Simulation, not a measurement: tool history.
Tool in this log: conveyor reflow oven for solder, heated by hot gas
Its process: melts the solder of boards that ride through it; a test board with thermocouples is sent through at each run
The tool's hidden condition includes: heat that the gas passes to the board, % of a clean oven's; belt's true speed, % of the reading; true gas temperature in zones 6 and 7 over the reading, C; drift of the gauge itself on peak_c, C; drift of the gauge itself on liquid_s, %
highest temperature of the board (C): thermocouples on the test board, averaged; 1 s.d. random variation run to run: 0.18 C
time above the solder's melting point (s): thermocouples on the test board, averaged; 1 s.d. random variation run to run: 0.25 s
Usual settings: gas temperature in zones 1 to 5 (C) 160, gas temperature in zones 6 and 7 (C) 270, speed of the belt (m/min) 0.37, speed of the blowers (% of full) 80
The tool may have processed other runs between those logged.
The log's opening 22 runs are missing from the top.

run,hour,gas temperature in zones 1 to 5 (C),gas temperature in zones 6 and 7 (C),speed of the belt (m/min),speed of the blowers (% of full),hours of work since the flux was cleaned out,hours of work since the belt drive was overhauled,hours of work since the thermocouples were changed,highest temperature of the board (C),time above the solder's melting point (s)
# hour 245.6: belt drive overhauled, speed set with a stopwatch, once more
23,245.7,153,270,0.434,80,88,0,224,256.7,81
24,253.9,160,259,0.361,56,94,6,230,247.7,89.8
25,262.6,160,270,0.43,57,100,12,237,252.9,78.1
26,273.5,152,270,0.412,80,108,20,244,258.9,86.1
27,280.2,155,269,0.34,52,113,25,249,257.6,105.3
28,288.5,160,270,0.377,80,119,31,255,261.7,102.1
29,301.4,152,273,0.37,80,128,40,265,264.1,103.1
30,308.8,148,271,0.379,51,133,46,270,254.6,86.1
31,320.1,160,270,0.324,80,142,54,278,264.7,123.6
32,333.2,160,270,0.324,80,151,63,288,264.5,123.7

3 options for the next run, each taken on its own from the tool as it stands now. Forecast them:
A,344.7,172,260,0.355,80,159,72,296,?,?
B,344.7,160,270,0.421,80,159,72,296,?,?
C,344.7,160,279,0.328,69,159,72,296,?,?

run,highest temperature of the board (C),time above the solder's melting point (s)
A,254.3,108.5
B,258.4,87.4
C,271.5,127
Stripped of hidden state, with their random variation kept, the same runs would have yielded:
run,highest temperature of the board (C),time above the solder's melting point (s)
A,254.3,108.8
B,258.9,87.9
C,271.5,126.7

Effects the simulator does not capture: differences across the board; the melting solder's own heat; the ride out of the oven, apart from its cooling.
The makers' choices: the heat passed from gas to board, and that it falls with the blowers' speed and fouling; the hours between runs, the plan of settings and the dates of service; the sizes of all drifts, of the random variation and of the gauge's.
